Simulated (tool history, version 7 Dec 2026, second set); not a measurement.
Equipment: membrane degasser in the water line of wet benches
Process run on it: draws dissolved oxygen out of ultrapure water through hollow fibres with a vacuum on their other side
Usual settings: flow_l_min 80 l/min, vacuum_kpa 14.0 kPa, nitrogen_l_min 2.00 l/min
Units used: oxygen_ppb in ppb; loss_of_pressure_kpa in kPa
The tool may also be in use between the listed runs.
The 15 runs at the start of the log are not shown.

run	hour	flow_l_min	vacuum_kpa	nitrogen_l_min	hours since the membrane was changed	hours since the vacuum gauge was calibrated	hours since the vacuum lines were made tight	oxygen_ppb	loss_of_pressure_kpa
16	1590.7	80	14.0	2.00	3752	3589	2129	851.2	37.15
17	1741.1	84	12.9	1.83	3902	3739	2279	863.1	39.30
18	1891.2	54	12.9	3.01	4052	3889	2429	395.1	25.17
19	2040.1	54	12.9	3.01	4201	4038	2578	394.8	25.45
20	2181.5	54	12.9	3.01	4342	4179	2720	396.4	25.23
21	2296.0	54	12.9	3.01	4457	4294	2834	392.7	25.10
# hour 2382.2: vacuum gauge calibrated
22	2411.2	65	15.4	5.75	4572	29	2949	341.9	30.26
23	2515.7	65	15.4	5.75	4676	134	3053	342.4	30.49
24	2603.3	80	32.8	3.10	4764	221	3141	1451.5	37.92
25	2677.7	80	14.2	4.89	4838	295	3215	450.1	37.11
26	2772.6	80	14.0	2.49	4933	390	3310	734.7	37.44
27	2894.0	80	14.0	1.54	5054	512	3432	1022.4	37.23
28	3000.3	103	11.9	1.54	5161	618	3538	1043.0	47.96
29	3142.9	103	26.6	4.06	5303	761	3681	1230.7	48.57
30	3286.5	97	17.5	5.00	5447	904	3824	669.7	45.21
31	3418.2	73	19.1	2.27	5579	1036	3956	999.9	34.05

Estimate the outcome of run 32 from the log above:
32	3495.8	73	19.1	2.27	5656	1114	4034	?	?

{"run 32": {"oxygen_ppb": 997.5, "loss_of_pressure_kpa": 34.19}}
Minus the tool's unlogged condition, the same run would have read oxygen_ppb 997.2 ppb, loss_of_pressure_kpa 34.16 kPa.
